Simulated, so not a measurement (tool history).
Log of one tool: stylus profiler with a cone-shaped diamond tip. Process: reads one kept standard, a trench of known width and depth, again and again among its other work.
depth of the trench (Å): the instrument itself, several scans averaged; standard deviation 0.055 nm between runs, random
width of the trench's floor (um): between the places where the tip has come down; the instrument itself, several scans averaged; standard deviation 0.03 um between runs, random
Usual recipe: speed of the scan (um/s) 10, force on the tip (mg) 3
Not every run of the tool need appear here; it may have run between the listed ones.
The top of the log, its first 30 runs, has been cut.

run,hour,speed of the scan (um/s),force on the tip (mg),scans with this tip,hours of work since the height scale was calibrated,depth of the trench (Å),width of the trench's floor (um)
31,348.7,10,1.48,8491,667,1004.2,98.51
32,356.3,10,1.48,8565,673,1003.9,98.5
33,365.9,14,3.31,8657,680,1007.6,98.5
34,379.6,3,1.04,8790,690,1003.8,98.53
35,393.8,3,3.67,8926,701,1008.1,98.58
36,403.6,5,1.96,9021,708,1004.9,98.58
37,415,6,1.27,9131,717,1003.4,98.5
38,422.2,7,1.41,9201,723,1004.3,98.52
39,431.2,7,1.41,9288,729,1004.4,98.57
40,442.1,5,1.53,9393,738,1004.5,98.56
41,451.7,4,6.93,9485,745,1012,98.58
42,459.2,4,6.93,9557,751,1012.5,98.58
43,469.1,4,6.93,9653,758,1011.6,98.6
44,477.1,4,3.1,9730,764,1007.1,98.56
45,490.9,3,6.41,9863,775,1011.2,98.58
46,506.8,21,3,10017,787,1006.4,98.45
47,520.6,2,4.11,10150,797,1008.5,98.52

Below are 4 alternative next runs, each starting from the tool's condition after run 47. Predict each:
A,531.2,32,3.09,10252,805,?,?
B,531.2,6,2.85,10252,805,?,?
C,531.2,3,1.64,10252,805,?,?
D,531.2,5,1.35,10252,805,?,?

run,depth of the trench (Å),width of the trench's floor (um)
A,1006.3,98.35
B,1007.4,98.53
C,1004.7,98.58
D,1004.1,98.54
Stripped of hidden state, with their random variation kept, the same runs would have yielded:
run,depth of the trench (Å),width of the trench's floor (um)
A,1006.4,98.37
B,1007.5,98.55
C,1004.8,98.6
D,1004.2,98.57
